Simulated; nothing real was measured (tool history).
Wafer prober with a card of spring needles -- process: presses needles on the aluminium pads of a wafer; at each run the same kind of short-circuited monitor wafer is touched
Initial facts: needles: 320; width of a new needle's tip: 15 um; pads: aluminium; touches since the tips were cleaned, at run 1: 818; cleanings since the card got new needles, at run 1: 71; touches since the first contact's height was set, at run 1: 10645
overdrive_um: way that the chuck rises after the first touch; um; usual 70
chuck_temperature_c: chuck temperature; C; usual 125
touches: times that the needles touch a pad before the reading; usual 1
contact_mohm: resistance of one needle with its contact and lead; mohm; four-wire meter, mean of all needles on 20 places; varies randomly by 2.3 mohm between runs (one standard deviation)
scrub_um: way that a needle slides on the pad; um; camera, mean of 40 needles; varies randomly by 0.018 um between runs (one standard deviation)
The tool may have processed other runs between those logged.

run,hour,overdrive_um,chuck_temperature_c,touches,touches since the tips were cleaned,cleanings since the card got new needles,touches since the first contact's height was set,contact_mohm,scrub_um
1,0,70,125,1,818,71,10645,260,14.6
# hour 24.3: tips cleaned on abrasive film
2,50.2,70,125,1,7728,72,25579,258,14.61
# hour 54.3: tips cleaned on abrasive film
3,78.3,70,70,1,7144,73,33892,246,14.61
# hour 81.7: tips cleaned on abrasive film
4,105.8,53,70,1,7173,74,42068,247,11.07
# hour 108.5: tips cleaned on abrasive film
# hour 135.2: tips cleaned on abrasive film
5,152.8,53,70,2,5234,76,55992,249,11.09
# hour 165.5: tips cleaned on abrasive film
# hour 192.5: tips cleaned on abrasive film
# hour 206: height of the first contact set anew
6,215.2,70,125,1,6676,78,2725,261,14.64
# hour 220: tips cleaned on abrasive film
7,244.5,78,125,1,7306,79,11444,257,16.31
# hour 247.3: tips cleaned on abrasive film
# hour 274.8: tips cleaned on abrasive film
8,288.4,75,102,1,4048,81,24446,249,15.71
# hour 303.3: tips cleaned on abrasive film
9,323.1,75,102,1,5890,82,34739,253,15.71
# hour 330.8: tips cleaned on abrasive film
10,356.4,54,79,1,7643,83,44650,251,11.33
# hour 362: tips cleaned on abrasive film
# hour 390.8: tips cleaned on abrasive film
11,414.4,54,42,1,7025,85,61855,239,11.33
# hour 418.8: tips cleaned on abrasive film
# hour 447.1: tips cleaned on abrasive film
# hour 447.4: height of the first contact set anew
12,447.4,62,32,2,0,87,0,232,12.97

Consider 3 possible next runs. They are alternatives, not a sequence: every one starts from the tool as it was left by run 12. What does each give?
# hour 475.9: tips cleaned on abrasive film
A,485.1,82,71,1,2758,88,11214,?,?
# hour 475.9: tips cleaned on abrasive film
B,485.1,59,42,1,2758,88,11214,?,?
# hour 475.9: tips cleaned on abrasive film
C,485.1,70,60,1,2758,88,11214,?,?

run,contact_mohm,scrub_um
A,243,17.18
B,239,12.36
C,243,14.71
With the hidden condition removed and each run's random variation left untouched, the same runs would have given:
run,contact_mohm,scrub_um
A,242,17.11
B,238,12.31
C,243,14.64

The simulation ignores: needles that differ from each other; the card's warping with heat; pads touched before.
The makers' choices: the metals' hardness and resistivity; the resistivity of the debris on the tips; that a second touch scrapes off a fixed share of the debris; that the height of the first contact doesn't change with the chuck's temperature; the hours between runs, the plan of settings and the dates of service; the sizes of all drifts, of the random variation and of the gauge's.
